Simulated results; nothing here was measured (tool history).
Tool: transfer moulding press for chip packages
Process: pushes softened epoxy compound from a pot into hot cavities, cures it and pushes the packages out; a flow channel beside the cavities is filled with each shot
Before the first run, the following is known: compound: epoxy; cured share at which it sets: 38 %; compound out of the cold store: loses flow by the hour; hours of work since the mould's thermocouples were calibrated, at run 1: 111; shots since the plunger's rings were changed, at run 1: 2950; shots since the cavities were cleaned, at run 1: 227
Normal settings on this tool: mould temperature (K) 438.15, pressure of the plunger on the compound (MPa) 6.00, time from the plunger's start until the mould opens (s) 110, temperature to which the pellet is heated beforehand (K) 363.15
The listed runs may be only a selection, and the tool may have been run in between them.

run,hour,mould temperature (K),pressure of the plunger on the compound (MPa),time from the plunger's start until the mould opens (s),temperature to which the pellet is heated beforehand (K),hours of work since the mould's thermocouples were calibrated,shots since the plunger's rings were changed,shots since the cavities were cleaned,incoming compound's hours out of the cold store,length that the compound runs in the flow channel (mm),greatest force on the pins that push the packages out (N)
1,0.0,438.15,6.00,110,363.15,111,2950,227,27.5,559,744
2,24.8,438.15,6.00,110,363.15,121,3118,395,23.7,569,799
# hour 39.6: cavities cleaned with cleaning compound and waxed
# hour 46.7: plunger's sealing rings changed
3,49.7,438.15,6.00,110,363.15,130,21,52,41.2,545,560
4,84.2,438.15,6.00,110,363.15,145,254,285,28.8,571,790
# hour 115.3: cavities cleaned with cleaning compound and waxed
5,129.1,438.15,6.00,110,363.15,163,547,93,26.6,575,654
6,165.6,438.15,6.00,110,363.15,178,794,340,11.0,616,792
# hour 188.7: cavities cleaned with cleaning compound and waxed
7,191.4,437.15,6.00,138,363.15,188,959,19,30.1,566,471
8,214.4,437.15,6.98,102,362.15,198,1114,174,16.0,654,843
9,240.5,446.15,5.84,117,362.15,209,1290,350,25.6,543,711
# hour 265.2: cavities cleaned with cleaning compound and waxed
10,287.2,446.15,4.69,91,362.15,228,1596,149,22.1,492,597
11,324.7,433.15,7.46,91,359.15,244,1850,403,26.9,655,1567
# hour 341.3: cavities cleaned with cleaning compound and waxed
12,369.5,438.15,6.49,91,362.15,262,2143,191,20.9,604,958

Some steps in length that the compound runs in the flow channel (mm) between neighbouring runs. How much of each would the tool show without its hidden state too (settings, what came in, random variation), and how much is left for the hidden state, with any gauge scatter that isn't in both results?
Unlogged tool condition in this case: true mould temperature over the reading, C; pressure that reaches the compound, % of what is set; grip of the stained cavities, % over clean ones'; drift of the gauge itself on flow_mm, %; drift of the gauge itself on push_out_n, %.
Run 2 -> 3: cavities cleaned with cleaning compound and waxed, plunger's sealing rings changed. length that the compound runs in the flow channel (mm) -24: hidden state +16, all else -40.
Run 10 -> 11: mould temperature (K) 446.15 -> 433.15, pressure of the plunger on the compound (MPa) 4.69 -> 7.46, temperature to which the pellet is heated beforehand (K) 362.15 -> 359.15. length that the compound runs in the flow channel (mm) +163: hidden state -5, all else +168.
